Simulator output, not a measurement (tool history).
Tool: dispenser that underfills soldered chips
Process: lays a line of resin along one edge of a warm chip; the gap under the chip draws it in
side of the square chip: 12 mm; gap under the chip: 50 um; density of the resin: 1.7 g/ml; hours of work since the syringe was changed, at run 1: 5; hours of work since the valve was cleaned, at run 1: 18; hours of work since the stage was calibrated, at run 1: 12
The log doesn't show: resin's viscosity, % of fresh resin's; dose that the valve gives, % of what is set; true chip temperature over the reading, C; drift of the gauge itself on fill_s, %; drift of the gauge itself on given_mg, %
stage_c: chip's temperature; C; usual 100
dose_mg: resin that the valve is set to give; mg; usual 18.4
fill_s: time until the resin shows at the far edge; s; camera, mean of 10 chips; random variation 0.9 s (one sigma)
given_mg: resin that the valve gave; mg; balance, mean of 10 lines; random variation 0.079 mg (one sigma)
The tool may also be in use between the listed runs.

run   hour  stage_c  dose_mg  hours of work since the syringe was changed  hours of work since the valve was cleaned  hours of work since the stage was calibrated  fill_s  given_mg
  1    0.0      100     18.4                                            5                                         18                                            12   130.7     18.15
       2.3  -- new syringe of resin
  2    5.3      100     18.4                                            2                                         22                                            15   100.9     18.22
  3    9.2      100     18.4                                            5                                         24                                            18   122.6     18.07
      12.4  -- new syringe of resin
  4   16.3      104     18.4                                            3                                         29                                            23    89.0     18.24
      22.6  -- new syringe of resin
  5   22.6      104     18.4                                            0                                         33                                            27    70.3     18.19
  6   30.5      100     20.4                                            5                                         38                                            32   129.3     19.90
      32.7  -- new syringe of resin
  7   35.6      100     18.4                                            2                                         42                                            35    97.6     18.07
      42.7  -- new syringe of resin
  8   44.4      100     18.4                                            1                                         48                                            41    92.2     18.07
  9   51.0      100     16.1                                            6                                         52                                            46   139.6     15.75
      52.8  -- new syringe of resin
 10   57.2      100     16.1                                            3                                         56                                            50   110.0     15.58
 11   62.0      100     16.1                                            6                                         60                                            53   145.6     15.61
      63.3  -- new syringe of resin
 12   69.6      100     16.1                                            4                                         65                                            58   121.9     15.57
      73.7  -- new syringe of resin
 13   78.0      100     16.1                                            3                                         70                                            64   106.9     15.50
      83.6  -- new syringe of resin
 14   84.5      100     16.1                                            1                                         74                                            68    91.6     15.51
 15   91.8       99     16.1                                            6                                         79                                            73   141.0     15.44
      93.5  -- new syringe of resin
 16   99.5       99     16.1                                            4                                         85                                            78   126.4     15.39
     101.2  -- dispensing valve cleaned and set on the balance
     104.6  -- new syringe of resin
 17  108.4       99     16.1                                            3                                          5                                            83   111.2     16.12
     114.5  -- new syringe of resin
 18  117.3       99     16.1                                            2                                         11                                            89   101.8     16.17
 19  123.2       99     16.1                                            6                                         15                                            93   145.2     16.01
     124.5  -- new syringe of resin
 20  130.6       96     23.6                                            4                                         20                                            98   133.7     23.51
     134.7  -- new syringe of resin
 21  137.5      106     20.1                                            2                                         24                                           103    76.5     19.91
 22  143.9       88     20.1                                            6                                         29                                           107   219.9     19.88
     144.9  -- new syringe of resin
 23  149.3      103     16.6                                            3                                         32                                           111    95.5     16.53
     154.9  -- new syringe of resin
 24  155.8       99     21.6                                            1                                         36                                           115    87.1     21.23
 25  160.5      101     22.7                                            4                                         40                                           118   106.6     22.25
     165.5  -- new syringe of resin
 26  167.9       89     22.8                                            2                                         44                                           123   140.5     22.32
 27  174.9      101     23.6                                            6                                         49                                           128   128.6     22.97
     175.8  -- new syringe of resin
 28  179.2      100     16.7                                            2                                         52                                           131   102.2     16.23
     185.9  -- new syringe of resin
 29  187.9      109     21.7                                            1                                         58                                           137    64.7     21.21
     195.8  -- new syringe of resin
 30  195.8      101     20.3                                            0                                         63                                           142    76.7     19.80
 31  202.7      101     20.3                                            5                                         68                                           147   115.4     19.70
     206.0  -- new syringe of resin
 32  209.2      113     22.3                                            2                                         72                                           151    58.5     21.72
 33  214.4      100     22.9                                            6                                         76                                           154   129.5     22.13
     216.1  -- new syringe of resin
 34  219.1      100     22.9                                            2                                         79                                           157    94.6     22.13

5 ways to go on from here, each from the tool as it stands after run 34. What would each give?
     226.0  -- new syringe of resin
  A  227.2      103     17.4                                            1                                         84                                           163       ?         ?
     226.0  -- new syringe of resin
  B  227.2      100     18.5                                            1                                         84                                           163       ?         ?
     226.0  -- new syringe of resin
  C  227.2      110     18.0                                            1                                         84                                           163       ?         ?
     226.0  -- new syringe of resin
  D  227.2      106     20.6                                            1                                         84                                           163       ?         ?
     226.0  -- new syringe of resin
  E  227.2      113     23.9                                            1                                         84                                           163       ?         ?

run  fill_s  given_mg
  A    78.5     16.73
  B    88.4     17.81
  C    59.8     17.30
  D    69.3     19.79
  E    51.2     22.94
Without the tool's hidden state the same runs would have given:
run  fill_s  given_mg
  A    75.3     17.38
  B    85.0     18.50
  C    57.3     17.97
  D    66.7     20.56
  E    49.3     23.83
